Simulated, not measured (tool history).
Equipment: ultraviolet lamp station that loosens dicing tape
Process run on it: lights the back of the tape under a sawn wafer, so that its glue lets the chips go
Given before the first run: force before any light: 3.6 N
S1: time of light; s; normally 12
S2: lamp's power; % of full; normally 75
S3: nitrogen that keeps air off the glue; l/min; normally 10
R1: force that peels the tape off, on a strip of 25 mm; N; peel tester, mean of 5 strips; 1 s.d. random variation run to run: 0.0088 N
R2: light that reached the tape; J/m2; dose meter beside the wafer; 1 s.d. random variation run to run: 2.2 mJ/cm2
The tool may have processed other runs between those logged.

| run | day | S1 | S2 | S3 | R1 | R2 |
|---|---|---|---|---|---|---|
| 1 | 0 | 12 | 75 | 10 | 0.365 | 1900 |
| 2 | 1.471 | 12 | 75 | 10 | 0.369 | 1840 |
| 3 | 3.425 | 12 | 75 | 10 | 0.358 | 1840 |
| 4 | 4.767 | 12 | 74 | 10 | 0.357 | 1880 |
| 5 | 6.679 | 12 | 74 | 10 | 0.373 | 1850 |
| 6 | 8.125 | 12 | 75 | 10 | 0.351 | 1920 |
| 7 | 9.608 | 12 | 75 | 4 | 0.647 | 1880 |
| 8 | 11.262 | 12 | 75 | 10 | 0.356 | 1870 |
| 9 | 12.404 | 12 | 75 | 10 | 0.354 | 1830 |
| 10 | 15.108 | 12 | 87 | 10 | 0.283 | 2190 |
| 11 | 17.167 | 12 | 84 | 10 | 0.305 | 2130 |
| 12 | 18.812 | 12 | 84 | 10 | 0.3 | 2120 |
| 13 | 21.225 | 12 | 84 | 10 | 0.302 | 2120 |
| 14 | 23.538 | 12 | 84 | 10 | 0.283 | 2100 |
| 15 | 26.196 | 12 | 84 | 10 | 0.308 | 2110 |
| 16 | 28.575 | 14 | 84 | 10 | 0.234 | 2470 |
| 17 | 30.046 | 14 | 84 | 10 | 0.234 | 2480 |
| 18 | 31.788 | 14 | 84 | 10 | 0.233 | 2430 |
| 19 | 33.912 | 14 | 84 | 10 | 0.238 | 2420 |
| 20 | 35.892 | 12 | 75 | 5 | 0.584 | 1870 |
| 21 | 37.254 | 12 | 75 | 5 | 0.58 | 1850 |
| 22 | 38.779 | 12 | 75 | 5 | 0.574 | 1880 |
| 23 | 39.912 | 13 | 88 | 6 | 0.338 | 2370 |
| 24 | 42.225 | 14 | 89 | 10 | 0.218 | 2610 |
| 25 | 43.442 | 7 | 66 | 10 | 0.976 | 970 |
| 26 | 45.296 | 9 | 66 | 14 | 0.583 | 1210 |
| 27 | 47.404 | 11 | 76 | 14 | 0.33 | 1710 |
| 28 | 50.142 | 7 | 80 | 10 | 0.761 | 1160 |
| 29 | 51.767 | 8 | 72 | 5 | 1.065 | 1150 |
| 30 | 54.212 | 7 | 69 | 14 | 0.803 | 990 |
| 31 | 56.275 | 12 | 99 | 12 | 0.218 | 2470 |
| 32 | 58.262 | 12 | 99 | 12 | 0.221 | 2450 |
| 33 | 59.7 | 20 | 68 | 9 | 0.205 | 2820 |
| 34 | 61.729 | 16 | 61 | 8 | 0.359 | 1960 |
| 35 | 64.246 | 19 | 75 | 7 | 0.237 | 2990 |
| 36 | 66.529 | 19 | 75 | 11 | 0.174 | 2930 |
| 37 | 67.804 | 19 | 75 | 11 | 0.162 | 2920 |
| 38 | 69.508 | 12 | 72 | 10 | 0.388 | 1790 |
| 39 | 71.042 | 8 | 78 | 18 | 0.494 | 1300 |
| 40 | 72.379 | 24 | 73 | 15 | 0.151 | 3620 |
| 41 | 73.742 | 13 | 63 | 10 | 0.431 | 1700 |
| 42 | 74.912 | 24 | 63 | 18 | 0.147 | 3120 |

Between the runs listed above, the log contained 2 entries, not reproduced here. Where in the sequence does each belong, and how does what the log doesn't record of the tool's condition differ from the listed run before to the listed run after?
Runs 20 to 21: window cleaned of glue's vapour (day 36.154)
  light that the window lets through, % of a clean one's: 99.8 -> 100
Runs 40 to 41: window cleaned of glue's vapour (day 73.404)
  light that the window lets through, % of a clean one's: 99.8 -> 100
